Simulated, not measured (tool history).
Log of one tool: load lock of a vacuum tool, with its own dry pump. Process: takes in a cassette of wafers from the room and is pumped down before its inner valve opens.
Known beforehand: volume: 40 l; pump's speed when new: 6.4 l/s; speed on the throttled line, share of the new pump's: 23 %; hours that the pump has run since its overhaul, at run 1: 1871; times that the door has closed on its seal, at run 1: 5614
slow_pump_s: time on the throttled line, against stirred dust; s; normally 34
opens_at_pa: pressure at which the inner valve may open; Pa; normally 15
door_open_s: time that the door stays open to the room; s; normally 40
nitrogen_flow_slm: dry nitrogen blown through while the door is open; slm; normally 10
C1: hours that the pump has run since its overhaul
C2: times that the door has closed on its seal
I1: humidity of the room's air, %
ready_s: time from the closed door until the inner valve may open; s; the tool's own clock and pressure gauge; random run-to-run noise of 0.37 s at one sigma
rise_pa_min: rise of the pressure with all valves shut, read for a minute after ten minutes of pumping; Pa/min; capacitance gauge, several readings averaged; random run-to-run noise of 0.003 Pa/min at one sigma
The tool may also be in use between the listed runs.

Run 1, hour 0: usual settings; C1 1871; C2 5614; I1 46.9. Result: ready_s 82.8 s, rise_pa_min 0.12 Pa/min.
Run 2, hour 442.1: usual settings but opens_at_pa 24 Pa; C1 2313; C2 6481; I1 43.7. Result: ready_s 79.8 s, rise_pa_min 0.137 Pa/min.
Run 3, hour 757: usual settings but opens_at_pa 24 Pa; C1 2628; C2 7099; I1 43.7. Result: ready_s 80 s, rise_pa_min 0.143 Pa/min.
Run 4, hour 1162.7: usual settings but opens_at_pa 24 Pa; C1 3033; C2 7896; I1 45.1. Result: ready_s 79.7 s, rise_pa_min 0.163 Pa/min.
Run 5, hour 1548.1: usual settings but door_open_s 29 s; C1 3419; C2 8652; I1 43.2. Result: ready_s 83.5 s, rise_pa_min 0.177 Pa/min.
Run 6, hour 1824.7: usual settings but door_open_s 29 s; C1 3695; C2 9195; I1 43.8. Result: ready_s 83.7 s, rise_pa_min 0.187 Pa/min.
Run 7, hour 2272.3: usual settings; C1 4143; C2 10074; I1 44.8. Result: ready_s 83.7 s, rise_pa_min 0.22 Pa/min.
Run 8, hour 2529.4: usual settings; C1 4400; C2 10578; I1 42.1. Result: ready_s 84.2 s, rise_pa_min 0.218 Pa/min.
Run 9, hour 2896.3: usual settings but slow_pump_s 54 s; C1 4767; C2 11299; I1 42.6. Result: ready_s 99.4 s, rise_pa_min 0.25 Pa/min.
Run 10, hour 3394: usual settings but nitrogen_flow_slm 16 slm; C1 5265; C2 12276; I1 44.4. Result: ready_s 83.9 s, rise_pa_min 0.272 Pa/min.
Run 11, hour 3720.3: usual settings; C1 5591; C2 12916; I1 41.8. Result: ready_s 84.2 s, rise_pa_min 0.292 Pa/min.
Run 12, hour 4248.4: usual settings; C1 6119; C2 13953; I1 43.5. Result: ready_s 83.5 s, rise_pa_min 0.33 Pa/min.
Run 13, hour 4583.5: usual settings; C1 6454; C2 14610; I1 46.1. Result: ready_s 85 s, rise_pa_min 0.354 Pa/min.
Run 14, hour 5006.8: usual settings but opens_at_pa 14 Pa; C1 6877; C2 15441; I1 46.3. Result: ready_s 84.8 s, rise_pa_min 0.371 Pa/min.
Run 15, hour 5327.8: usual settings but opens_at_pa 14 Pa; C1 7198; C2 16072; I1 43.1. Result: ready_s 85.2 s, rise_pa_min 0.395 Pa/min.
Run 16, hour 5870.4: usual settings but opens_at_pa 14 Pa; C1 7741; C2 17137; I1 46.6. Result: ready_s 86.1 s, rise_pa_min 0.432 Pa/min.
Run 17, hour 6237: usual settings but opens_at_pa 14 Pa; C1 8108; C2 17856; I1 45.2. Result: ready_s 86.2 s, rise_pa_min 0.455 Pa/min.
Run 18, hour 6711.4: usual settings but opens_at_pa 14 Pa; C1 8582; C2 18787; I1 44.4. Result: ready_s 85.7 s, rise_pa_min 0.494 Pa/min.
Run 19, hour 7109.7: usual settings but slow_pump_s 60 s, nitrogen_flow_slm 5 slm; C1 8980; C2 19569; I1 45.5. Result: ready_s 104.6 s, rise_pa_min 0.542 Pa/min.
At hour 7360.6: door's seal changed, seat wiped.
Run 20, hour 7580.3: usual settings but slow_pump_s 60 s, nitrogen_flow_slm 5 slm; C1 9449; C2 431; I1 40.9. Result: ready_s 105.4 s, rise_pa_min 0.047 Pa/min.
Run 21, hour 8014.3: usual settings but slow_pump_s 60 s, nitrogen_flow_slm 5 slm; C1 9883; C2 1283; I1 44.9. Result: ready_s 104.9 s, rise_pa_min 0.065 Pa/min.
Run 22, hour 8481.6: usual settings but door_open_s 178 s; C1 10351; C2 2200; I1 46.9. Result: ready_s 86.2 s, rise_pa_min 0.138 Pa/min.
Run 23, hour 8947.2: usual settings but door_open_s 178 s; C1 10816; C2 3114; I1 44.1. Result: ready_s 86.5 s, rise_pa_min 0.139 Pa/min.
Run 24, hour 9318.4: usual settings but opens_at_pa 16 Pa; C1 11188; C2 3843; I1 43.8. Result: ready_s 86.1 s, rise_pa_min 0.087 Pa/min.
Run 25, hour 9598: usual settings but opens_at_pa 16 Pa; C1 11467; C2 4392; I1 46.5. Result: ready_s 86 s, rise_pa_min 0.094 Pa/min.
Run 26, hour 10111.2: usual settings but opens_at_pa 16 Pa; C1 11980; C2 5399; I1 45.2. Result: ready_s 86.6 s, rise_pa_min 0.107 Pa/min.
Run 27, hour 10613.1: usual settings but opens_at_pa 16 Pa; C1 12482; C2 6384; I1 47.2. Result: ready_s 86.6 s, rise_pa_min 0.137 Pa/min.
Run 28, hour 11058.3: usual settings but slow_pump_s 18 s, door_open_s 121 s, nitrogen_flow_slm 38 slm; C1 12927; C2 7258; I1 45. Result: ready_s 74.7 s, rise_pa_min 0.147 Pa/min.
Run 29, hour 11616.8: usual settings but slow_pump_s 18 s, door_open_s 121 s, nitrogen_flow_slm 38 slm; C1 13486; C2 8354; I1 45.4. Result: ready_s 74.8 s, rise_pa_min 0.177 Pa/min.
Run 30, hour 12009.1: usual settings but slow_pump_s 18 s, door_open_s 121 s, nitrogen_flow_slm 38 slm; C1 13878; C2 9124; I1 46.1. Result: ready_s 75.8 s, rise_pa_min 0.198 Pa/min.
Run 31, hour 12511.4: usual settings but door_open_s 38 s; C1 14381; C2 10110; I1 45.7. Result: ready_s 88.4 s, rise_pa_min 0.193 Pa/min.
Run 32, hour 12996.1: usual settings but slow_pump_s 41 s, opens_at_pa 18 Pa; C1 14865; C2 11062; I1 41.1. Result: ready_s 91.8 s, rise_pa_min 0.215 Pa/min.
Run 33, hour 13559.4: usual settings but slow_pump_s 41 s, opens_at_pa 12 Pa; C1 15429; C2 12168; I1 47.1. Result: ready_s 95 s, rise_pa_min 0.255 Pa/min.
Run 34, hour 13983.1: usual settings but nitrogen_flow_slm 42 slm; C1 15852; C2 12999; I1 44.6. Result: ready_s 88.1 s, rise_pa_min 0.252 Pa/min.
Run 35, hour 14255.1: usual settings but opens_at_pa 10 Pa, nitrogen_flow_slm 42 slm; C1 16124; C2 13533; I1 46. Result: ready_s 92 s, rise_pa_min 0.276 Pa/min.
Run 36, hour 14718.4: usual settings but opens_at_pa 26 Pa, door_open_s 69 s, nitrogen_flow_slm 27 slm; C1 16588; C2 14443; I1 42. Result: ready_s 84.7 s, rise_pa_min 0.316 Pa/min.

Each row is a separate what-if for the run after 36, all from the same tool condition, not one after another. Results?
Run A, hour 15232.7: usual settings but slow_pump_s 22 s, opens_at_pa 11 Pa, door_open_s 69 s, nitrogen_flow_slm 9 slm; C1 17102; C2 15452; I1 42.2. Result: ready_s ?, rise_pa_min ?.
Run B, hour 15232.7: usual settings but opens_at_pa 21 Pa, door_open_s 69 s, nitrogen_flow_slm 27 slm; C1 17102; C2 15452; I1 44.1. Result: ready_s ?, rise_pa_min ?.
Run C, hour 15232.7: usual settings but slow_pump_s 24 s, nitrogen_flow_slm 8 slm; C1 17102; C2 15452; I1 48.7. Result: ready_s ?, rise_pa_min ?.

run  ready_s  rise_pa_min
  A     82.4        0.362
  B     86.6        0.346
  C       82        0.357
Without the tool's hidden state the same runs would have given:
run  ready_s  rise_pa_min
  A     74.5        0.056
  B     79.9        0.046
  C     74.4        0.056
